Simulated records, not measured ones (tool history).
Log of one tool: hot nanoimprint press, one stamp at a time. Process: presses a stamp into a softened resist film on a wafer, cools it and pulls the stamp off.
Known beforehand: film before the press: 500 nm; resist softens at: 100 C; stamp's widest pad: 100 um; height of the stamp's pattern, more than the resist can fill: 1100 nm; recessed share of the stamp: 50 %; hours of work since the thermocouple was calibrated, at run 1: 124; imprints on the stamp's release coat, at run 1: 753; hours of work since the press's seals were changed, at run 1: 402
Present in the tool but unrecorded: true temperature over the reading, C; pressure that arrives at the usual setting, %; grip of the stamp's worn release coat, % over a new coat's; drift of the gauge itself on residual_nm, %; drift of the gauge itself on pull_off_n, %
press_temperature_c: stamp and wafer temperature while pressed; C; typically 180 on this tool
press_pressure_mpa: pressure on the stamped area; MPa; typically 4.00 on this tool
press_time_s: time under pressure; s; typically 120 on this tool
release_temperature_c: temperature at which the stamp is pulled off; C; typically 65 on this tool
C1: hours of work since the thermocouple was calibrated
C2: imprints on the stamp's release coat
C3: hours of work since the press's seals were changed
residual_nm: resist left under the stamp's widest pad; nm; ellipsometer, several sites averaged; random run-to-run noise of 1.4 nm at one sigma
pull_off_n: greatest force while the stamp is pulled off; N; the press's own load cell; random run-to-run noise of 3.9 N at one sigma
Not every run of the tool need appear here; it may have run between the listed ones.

Run 1, hour 0.0: usual settings; C1 124; C2 753; C3 402. Result: residual_nm 225.0 nm, pull_off_n 191 N.
Run 2, hour 17.9: usual settings; C1 135; C2 806; C3 413. Result: residual_nm 228.2 nm, pull_off_n 188 N.
Run 3, hour 36.2: usual settings but press_time_s 125 s; C1 146; C2 859; C3 425. Result: residual_nm 220.8 nm, pull_off_n 191 N.
Run 4, hour 51.0: usual settings but press_time_s 125 s; C1 155; C2 903; C3 434. Result: residual_nm 224.6 nm, pull_off_n 188 N.
At hour 67.3: stamp cleaned and given a new release coat.
Run 5, hour 68.6: usual settings; C1 163; C2 4; C3 441. Result: residual_nm 226.6 nm, pull_off_n 182 N.
Run 6, hour 87.0: usual settings but release_temperature_c 61 C; C1 174; C2 58; C3 453. Result: residual_nm 227.6 nm, pull_off_n 206 N.
Run 7, hour 98.1: usual settings but press_temperature_c 182 C, press_time_s 111 s, release_temperature_c 61 C; C1 181; C2 91; C3 460. Result: residual_nm 217.2 nm, pull_off_n 200 N.
Run 8, hour 112.2: usual settings but press_temperature_c 187 C, press_time_s 183 s; C1 190; C2 132; C3 469. Result: residual_nm 146.7 nm, pull_off_n 187 N.
Run 9, hour 126.3: usual settings but press_temperature_c 187 C, press_time_s 183 s; C1 199; C2 174; C3 477. Result: residual_nm 144.3 nm, pull_off_n 196 N.
Run 10, hour 145.6: usual settings but press_temperature_c 187 C, press_time_s 183 s; C1 211; C2 231; C3 490. Result: residual_nm 146.7 nm, pull_off_n 193 N.
Run 11, hour 165.3: usual settings but press_temperature_c 188 C, press_pressure_mpa 2.47 MPa; C1 223; C2 289; C3 502. Result: residual_nm 216.8 nm, pull_off_n 193 N.
Run 12, hour 175.3: usual settings but press_temperature_c 173 C, press_pressure_mpa 5.64 MPa, press_time_s 69 s, release_temperature_c 62 C; C1 230; C2 318; C3 508. Result: residual_nm 298.3 nm, pull_off_n 197 N.

Consider 3 possible next runs. They are alternatives, not a sequence: every one starts from the tool as it was left by run 12. What does each give?
Run A, hour 190.8: usual settings but press_temperature_c 186 C, press_pressure_mpa 4.48 MPa, press_time_s 110 s; C1 239; C2 364; C3 518. Result: residual_nm ?, pull_off_n ?.
Run B, hour 190.8: usual settings but press_temperature_c 179 C, press_pressure_mpa 5.64 MPa, press_time_s 69 s, release_temperature_c 62 C; C1 239; C2 364; C3 518. Result: residual_nm ?, pull_off_n ?.
Run C, hour 190.8: usual settings but release_temperature_c 64 C; C1 239; C2 364; C3 518. Result: residual_nm ?, pull_off_n ?.

run  residual_nm  pull_off_n
  A        175.9         192
  B        243.9         205
  C        224.2         195
Had the tool no hidden state, the same runs would have come out as:
run  residual_nm  pull_off_n
  A        176.0         191
  B        244.1         205
  C        224.4         194
